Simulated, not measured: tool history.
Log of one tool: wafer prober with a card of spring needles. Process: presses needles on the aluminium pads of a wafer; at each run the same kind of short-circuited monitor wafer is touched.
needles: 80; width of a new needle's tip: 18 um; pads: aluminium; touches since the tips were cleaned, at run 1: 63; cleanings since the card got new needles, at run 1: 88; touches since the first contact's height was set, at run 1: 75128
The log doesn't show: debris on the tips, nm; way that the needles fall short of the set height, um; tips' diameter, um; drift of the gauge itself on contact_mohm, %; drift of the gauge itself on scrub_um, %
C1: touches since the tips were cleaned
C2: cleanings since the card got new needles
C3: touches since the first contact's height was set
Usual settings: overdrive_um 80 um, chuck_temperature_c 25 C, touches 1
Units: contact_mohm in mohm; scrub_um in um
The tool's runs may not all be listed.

run 1 day=0 | overdrive_um=80 chuck_temperature_c=25 touches=1 | C1=63 C2=88 C3=75128 | contact_mohm=113 scrub_um=18.84
-- day=0.25 tips cleaned on abrasive film
-- day=0.504 tips cleaned on abrasive film
-- day=0.817 tips cleaned on abrasive film
-- day=1.129 tips cleaned on abrasive film
-- day=1.442 tips cleaned on abrasive film
-- day=1.754 tips cleaned on abrasive film
run 2 day=1.858 | overdrive_um=80 chuck_temperature_c=25 touches=1 | C1=1056 C2=94 C3=94145 | contact_mohm=112 scrub_um=18.8
-- day=2.046 tips cleaned on abrasive film
-- day=2.183 height of the first contact set anew
-- day=2.375 tips cleaned on abrasive film
-- day=2.625 tips cleaned on abrasive film
-- day=2.938 tips cleaned on abrasive film
-- day=3.192 tips cleaned on abrasive film
-- day=3.504 tips cleaned on abrasive film
run 3 day=3.725 | overdrive_um=80 chuck_temperature_c=25 touches=2 | C1=2295 C2=100 C3=15769 | contact_mohm=112 scrub_um=18.84
-- day=3.792 tips cleaned on abrasive film
-- day=4.104 tips cleaned on abrasive film
-- day=4.417 tips cleaned on abrasive film
-- day=4.729 tips cleaned on abrasive film
run 4 day=4.854 | overdrive_um=80 chuck_temperature_c=25 touches=2 | C1=1293 C2=104 C3=27327 | contact_mohm=111 scrub_um=18.87
-- day=4.988 tips cleaned on abrasive film
-- day=5.238 tips cleaned on abrasive film
-- day=5.492 tips cleaned on abrasive film
-- day=5.804 tips cleaned on abrasive film
-- day=6.054 tips cleaned on abrasive film
-- day=6.371 tips cleaned on abrasive film
-- day=6.683 tips cleaned on abrasive film
run 5 day=6.746 | overdrive_um=80 chuck_temperature_c=25 touches=1 | C1=640 C2=111 C3=46629 | contact_mohm=112 scrub_um=18.77
-- day=6.996 tips cleaned on abrasive film
-- day=7.308 tips cleaned on abrasive film
-- day=7.621 tips cleaned on abrasive film
-- day=7.938 tips cleaned on abrasive film
-- day=8.25 tips cleaned on abrasive film
-- day=8.562 tips cleaned on abrasive film
run 6 day=8.721 | overdrive_um=71 chuck_temperature_c=25 touches=1 | C1=1626 C2=117 C3=66861 | contact_mohm=116 scrub_um=16.63
-- day=8.846 tips cleaned on abrasive film
-- day=9.162 tips cleaned on abrasive film
-- day=9.475 tips cleaned on abrasive film
-- day=9.725 tips cleaned on abrasive film
run 7 day=9.933 | overdrive_um=71 chuck_temperature_c=25 touches=1 | C1=2172 C2=121 C3=79298 | contact_mohm=115 scrub_um=16.63
-- day=10 tips cleaned on abrasive film
-- day=10.312 tips cleaned on abrasive film
-- day=10.567 tips cleaned on abrasive film
-- day=10.817 tips cleaned on abrasive film
run 8 day=10.9 | overdrive_um=71 chuck_temperature_c=25 touches=1 | C1=878 C2=125 C3=89158 | contact_mohm=116 scrub_um=16.65
-- day=11.092 tips cleaned on abrasive film
-- day=11.404 tips cleaned on abrasive film
-- day=11.662 height of the first contact set anew
-- day=11.729 tips cleaned on abrasive film
-- day=11.983 tips cleaned on abrasive film
run 9 day=12.029 | overdrive_um=71 chuck_temperature_c=25 touches=1 | C1=466 C2=129 C3=3675 | contact_mohm=115 scrub_um=16.6
-- day=12.279 tips cleaned on abrasive film
-- day=12.592 tips cleaned on abrasive film
-- day=12.842 tips cleaned on abrasive film
run 10 day=13.029 | overdrive_um=71 chuck_temperature_c=25 touches=1 | C1=1946 C2=132 C3=13963 | contact_mohm=114 scrub_um=16.52
-- day=13.096 tips cleaned on abrasive film
-- day=13.35 tips cleaned on abrasive film
-- day=13.662 tips cleaned on abrasive film
-- day=13.975 tips cleaned on abrasive film
-- day=14.229 tips cleaned on abrasive film
-- day=14.542 tips cleaned on abrasive film
-- day=14.792 tips cleaned on abrasive film
run 11 day=14.954 | overdrive_um=80 chuck_temperature_c=25 touches=1 | C1=1675 C2=139 C3=33609 | contact_mohm=112 scrub_um=18.77
-- day=15.083 tips cleaned on abrasive film
-- day=15.396 tips cleaned on abrasive film
-- day=15.646 tips cleaned on abrasive film
-- day=15.958 tips cleaned on abrasive film
-- day=16.275 tips cleaned on abrasive film
-- day=16.588 tips cleaned on abrasive film
-- day=16.9 tips cleaned on abrasive film
run 12 day=16.958 | overdrive_um=80 chuck_temperature_c=25 touches=1 | C1=604 C2=146 C3=54103 | contact_mohm=112 scrub_um=18.73
-- day=17.208 tips cleaned on abrasive film
-- day=17.462 tips cleaned on abrasive film
-- day=17.775 tips cleaned on abrasive film
-- day=18.038 tips cleaned on abrasive film
run 13 day=18.038 | overdrive_um=80 chuck_temperature_c=25 touches=1 | C1=0 C2=150 C3=65130 | contact_mohm=114 scrub_um=18.74
-- day=18.288 tips cleaned on abrasive film
-- day=18.604 tips cleaned on abrasive film
-- day=18.917 tips cleaned on abrasive film
run 14 day=19.079 | overdrive_um=80 chuck_temperature_c=25 touches=1 | C1=1704 C2=153 C3=75818 | contact_mohm=113 scrub_um=18.74
-- day=19.208 tips cleaned on abrasive film
-- day=19.521 tips cleaned on abrasive film
-- day=19.833 tips cleaned on abrasive film
-- day=20.088 tips cleaned on abrasive film
-- day=20.4 tips cleaned on abrasive film
run 15 day=20.542 | overdrive_um=80 chuck_temperature_c=62 touches=1 | C1=1465 C2=158 C3=90757 | contact_mohm=121 scrub_um=18.6
-- day=20.667 tips cleaned on abrasive film
-- day=20.921 tips cleaned on abrasive film
-- day=21.179 height of the first contact set anew
-- day=21.246 tips cleaned on abrasive film
-- day=21.558 tips cleaned on abrasive film
-- day=21.871 tips cleaned on abrasive film
-- day=22.188 tips cleaned on abrasive film
run 16 day=22.212 | overdrive_um=65 chuck_temperature_c=46 touches=1 | C1=279 C2=164 C3=10545 | contact_mohm=117 scrub_um=15.15
-- day=22.467 tips cleaned on abrasive film
-- day=22.779 tips cleaned on abrasive film
-- day=23.279 card fitted with new needles
-- day=23.592 tips cleaned on abrasive film
-- day=23.904 tips cleaned on abrasive film
-- day=24.217 tips cleaned on abrasive film
-- day=24.533 tips cleaned on abrasive film
run 17 day=24.642 | overdrive_um=80 chuck_temperature_c=116 touches=1 | C1=1133 C2=4 C3=13965 | contact_mohm=127 scrub_um=18.68
-- day=24.829 tips cleaned on abrasive film
-- day=25.083 tips cleaned on abrasive film
-- day=25.333 tips cleaned on abrasive film
-- day=25.646 tips cleaned on abrasive film
-- day=25.9 tips cleaned on abrasive film
run 18 day=26.029 | overdrive_um=80 chuck_temperature_c=116 touches=1 | C1=1338 C2=9 C3=28136 | contact_mohm=125 scrub_um=18.63
-- day=26.154 tips cleaned on abrasive film
-- day=26.467 tips cleaned on abrasive film
-- day=26.783 tips cleaned on abrasive film
-- day=27.096 tips cleaned on abrasive film
run 19 day=27.254 | overdrive_um=80 chuck_temperature_c=116 touches=1 | C1=1654 C2=13 C3=40692 | contact_mohm=126 scrub_um=18.63
-- day=27.383 tips cleaned on abrasive film
-- day=27.696 tips cleaned on abrasive film
-- day=27.946 tips cleaned on abrasive film
-- day=28.258 tips cleaned on abrasive film
run 20 day=28.4 | overdrive_um=80 chuck_temperature_c=97 touches=2 | C1=1444 C2=17 C3=52401 | contact_mohm=122 scrub_um=18.6
-- day=28.525 tips cleaned on abrasive film
-- day=28.842 tips cleaned on abrasive film
-- day=29.154 tips cleaned on abrasive film
-- day=29.467 tips cleaned on abrasive film
run 21 day=29.646 | overdrive_um=94 chuck_temperature_c=97 touches=2 | C1=1868 C2=21 C3=65175 | contact_mohm=121 scrub_um=21.95
-- day=29.775 tips cleaned on abrasive film
-- day=30.025 tips cleaned on abrasive film
-- day=30.342 tips cleaned on abrasive film
-- day=30.654 tips cleaned on abrasive film
run 22 day=30.875 | overdrive_um=80 chuck_temperature_c=46 touches=3 | C1=2317 C2=25 C3=77757 | contact_mohm=115 scrub_um=18.62
-- day=30.942 tips cleaned on abrasive film
-- day=31.254 tips cleaned on abrasive film
-- day=31.571 tips cleaned on abrasive film
run 23 day=31.771 | overdrive_um=62 chuck_temperature_c=102 touches=3 | C1=2107 C2=28 C3=86922 | contact_mohm=128 scrub_um=14.44
-- day=31.838 tips cleaned on abrasive film
-- day=32.088 tips cleaned on abrasive film
-- day=32.404 tips cleaned on abrasive film
-- day=32.717 tips cleaned on abrasive film
-- day=32.792 height of the first contact set anew
-- day=33.042 tips cleaned on abrasive film
-- day=33.354 tips cleaned on abrasive film
run 24 day=33.525 | overdrive_um=62 chuck_temperature_c=102 touches=3 | C1=1771 C2=34 C3=7544 | contact_mohm=125 scrub_um=14.41
-- day=33.654 tips cleaned on abrasive film
-- day=33.967 tips cleaned on abrasive film
-- day=34.279 tips cleaned on abrasive film
-- day=34.533 tips cleaned on abrasive film
run 25 day=34.696 | overdrive_um=86 chuck_temperature_c=25 touches=1 | C1=1701 C2=38 C3=19511 | contact_mohm=111 scrub_um=19.99

3 ways to go on from here, each from the tool as it stands after run 25. What would each give?
-- day=34.825 tips cleaned on abrasive film
-- day=35.138 tips cleaned on abrasive film
-- day=35.388 tips cleaned on abrasive film
-- day=35.7 tips cleaned on abrasive film
-- day=35.954 tips cleaned on abrasive film
-- day=36.204 tips cleaned on abrasive film
-- day=36.517 tips cleaned on abrasive film
run A day=36.692 | overdrive_um=78 chuck_temperature_c=25 touches=1 | C1=1777 C2=45 C3=39894 | contact_mohm=? scrub_um=?
-- day=34.825 tips cleaned on abrasive film
-- day=35.138 tips cleaned on abrasive film
-- day=35.388 tips cleaned on abrasive film
-- day=35.7 tips cleaned on abrasive film
-- day=35.954 tips cleaned on abrasive film
-- day=36.204 tips cleaned on abrasive film
-- day=36.517 tips cleaned on abrasive film
run B day=36.692 | overdrive_um=97 chuck_temperature_c=27 touches=1 | C1=1777 C2=45 C3=39894 | contact_mohm=? scrub_um=?
-- day=34.825 tips cleaned on abrasive film
-- day=35.138 tips cleaned on abrasive film
-- day=35.388 tips cleaned on abrasive film
-- day=35.7 tips cleaned on abrasive film
-- day=35.954 tips cleaned on abrasive film
-- day=36.204 tips cleaned on abrasive film
-- day=36.517 tips cleaned on abrasive film
run C day=36.692 | overdrive_um=62 chuck_temperature_c=25 touches=1 | C1=1777 C2=45 C3=39894 | contact_mohm=? scrub_um=?

run=A contact_mohm=113 scrub_um=18.01
run=B contact_mohm=111 scrub_um=22.53
run=C contact_mohm=117 scrub_um=14.34
Without the tool's hidden state the same runs would have given:
run=A contact_mohm=113 scrub_um=18.26
run=B contact_mohm=111 scrub_um=22.84
run=C contact_mohm=116 scrub_um=14.54

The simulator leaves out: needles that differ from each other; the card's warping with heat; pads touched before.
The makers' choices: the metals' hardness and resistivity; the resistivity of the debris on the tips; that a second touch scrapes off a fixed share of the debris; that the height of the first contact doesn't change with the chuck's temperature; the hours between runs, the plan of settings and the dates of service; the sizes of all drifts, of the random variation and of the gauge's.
